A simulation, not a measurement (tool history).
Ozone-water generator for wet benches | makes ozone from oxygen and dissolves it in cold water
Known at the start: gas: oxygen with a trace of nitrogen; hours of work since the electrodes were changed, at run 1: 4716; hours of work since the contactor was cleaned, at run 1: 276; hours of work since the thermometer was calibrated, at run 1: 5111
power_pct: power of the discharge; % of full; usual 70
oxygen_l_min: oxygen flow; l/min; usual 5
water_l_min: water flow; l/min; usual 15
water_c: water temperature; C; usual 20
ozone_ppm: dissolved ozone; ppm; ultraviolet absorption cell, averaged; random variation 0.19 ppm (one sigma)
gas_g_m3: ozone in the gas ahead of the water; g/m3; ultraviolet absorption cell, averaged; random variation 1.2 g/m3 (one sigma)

run	day	power_pct	oxygen_l_min	water_l_min	water_c	hours of work since the electrodes were changed	hours of work since the contactor was cleaned	hours of work since the thermometer was calibrated	ozone_ppm	gas_g_m3
1	0	70	5	15	20	4716	276	5111	22.3	176.9
2	4.079	70	5	15	20	4795	355	5190	22.1	175.8
3	8.246	70	5	15	20	4876	436	5271	22.3	173.9
4	13.971	70	5	15	20	4987	547	5382	21.9	175
5	20.358	70	5	15	20	5111	671	5506	21.9	174
6	24.812	70	5	10	20	5197	758	5592	28.2	174.2
7	30.721	70	5	15	20	5312	872	5707	21.5	173.4
8	34.604	70	5	15	20	5387	948	5782	21.5	173.2
9	38.783	70	5	15	20	5469	1029	5863	21.2	171.2
# day 41.808: water thermometer calibrated
10	43.658	70	5	15	20	5563	1123	36	21.1	171.3
# day 44.488: contactor cleaned
11	50.183	70	5	15	20	5686	111	159	21.6	169.9
12	55.971	70	5	15	20	5798	223	272	21.3	168.9
13	59.546	70	5	15	20	5868	292	341	21.1	167.5
14	62.621	70	5	15	20	5928	352	401	20.9	168.8
15	67.625	70	5	15	20	6025	449	498	20.8	167.4
16	75.175	56	5	15	20	6171	596	644	18.2	146.6
# day 79.229: contactor cleaned, once more
17	81.208	56	5	21	17	6285	38	758	14.7	146.4
# day 82.954: electrodes of the discharge changed
18	88.633	56	5	21	17	110	178	897	18.5	182.9
19	95.912	56	8.57	15	20	252	319	1039	21.1	131.2
20	101.442	78	8.57	15	19	359	426	1146	27.1	170.9
21	108.092	78	8.57	15	19	488	555	1275	27.2	169.2
22	111.458	70	7.95	20	20	553	621	1341	20.4	162.1
23	117.704	70	8.86	12	20	674	742	1462	27.3	151.7
24	124.129	70	8.86	12	20	799	867	1586	27.2	152.1
25	129.408	70	8.86	12	20	902	969	1689	26.7	150.7
26	134.954	70	4.33	19	20	1009	1077	1797	21.5	226.3
27	141.971	70	4.33	19	20	1145	1213	1933	21.6	225.8
28	145.675	83	5	11	17	1217	1285	2005	38	235
29	151.729	83	5.69	11	12	1335	1402	2122	40.3	214.8
30	154.942	70	2.96	12	20	1397	1465	2184	31.1	277.6
31	158.925	70	2.96	12	20	1475	1542	2262	31	275.6
32	162.9	96	5	15	20	1552	1619	2339	31.7	256.3

Measured less the same run without the tool's hidden state. The same run-to-run variation is in both; the gauge's scatter may not be:
The hidden state here: yield of the discharge, % of new electrodes'; contactor's efficiency, % of a clean one's; true water temperature over the reading, C; drift of the gauge itself on ozone_ppm, %; drift of the gauge itself on gas_g_m3, %.
run	ozone_ppm	gas_g_m3
1	-5.2	-38
2	-5.4	-38.6
3	-5.5	-38.9
4	-5.7	-40.4
5	-5.8	-41.3
6	-7.6	-41.8
7	-6.1	-42.7
8	-6.2	-43.5
9	-6.2	-43.9
10	-5.9	-44.8
11	-6.3	-45.2
12	-6.5	-46.3
13	-6.5	-46.4
14	-6.6	-47.4
15	-6.7	-48
16	-5.2	-36.1
17	-3.8	-36.9
18	-0.2	-0.2
19	-0.3	-0.8
20	-0.6	-1.9
21	-0.8	-2.7
22	-0.7	-2.8
23	-1	-3.3
24	-1.1	-4
25	-1.3	-4.6
26	-1.3	-7.8
27	-1.4	-8.9
28	-2.6	-11.1
29	-3	-11.3
30	-2.3	-13.7
31	-2.4	-14.4
32	-3.2	-17.6
